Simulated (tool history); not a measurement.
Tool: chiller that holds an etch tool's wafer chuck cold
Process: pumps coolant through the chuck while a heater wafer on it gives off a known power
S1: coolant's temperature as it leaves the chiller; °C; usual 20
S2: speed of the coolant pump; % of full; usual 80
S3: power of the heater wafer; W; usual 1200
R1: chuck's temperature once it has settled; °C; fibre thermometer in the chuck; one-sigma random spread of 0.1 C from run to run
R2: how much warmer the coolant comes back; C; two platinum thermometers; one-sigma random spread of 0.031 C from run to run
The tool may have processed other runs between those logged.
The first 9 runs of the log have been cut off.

run	hour	S1	S2	S3	R1	R2
# hour 620: coolant pump overhauled
10	688.9	20	80	1200	31.1	2.84
11	734.6	20	80	1200	31	2.87
12	787.7	20	64	1200	32.5	3.57
# hour 822.9: coolant pump overhauled, once more
13	879.6	20	64	1200	32.1	3.32
14	941.8	20	64	1200	32.1	3.35
15	989.9	20	64	1200	32.2	3.33
# hour 1058.3: chiller's thermometer calibrated
16	1093.2	20	71	1200	31.3	3.04
17	1138.7	20	71	776	27	1.92
18	1212.3	20	71	776	27.2	1.91
19	1294.4	20	71	776	27.3	1.96
20	1361.1	12	74	1113	22.1	2.71
21	1408.1	12	72	1727	27.7	4.3
22	1506.9	20	93	1200	29.9	2.37
23	1551.1	25	76	1759	40.8	4.17
24	1602.4	20	80	910	28	2.1
25	1656.8	16	64	1200	27.9	3.38
26	1733.9	19	64	1200	30.7	3.34
27	1811.2	19	64	1200	30.9	3.36
28	1858.7	19	64	1200	30.8	3.4
29	1939.5	19	64	1200	30.9	3.42
30	1995.2	11	80	775	18	1.8
31	2093.8	15	69	781	22.7	2.03

Alternative continuations, all from the tool just after run 31; predict every row:
A	2150.6	25	80	1200	?	?
B	2150.6	28	65	1479	?	?
C	2150.6	21	80	1537	?	?

run	R1	R2
A	35.7	2.73
B	42.6	4.19
C	34.6	3.53
With no hidden state in the tool, these same runs would have given:
run	R1	R2
A	34.9	2.67
B	41.6	4.1
C	33.7	3.45
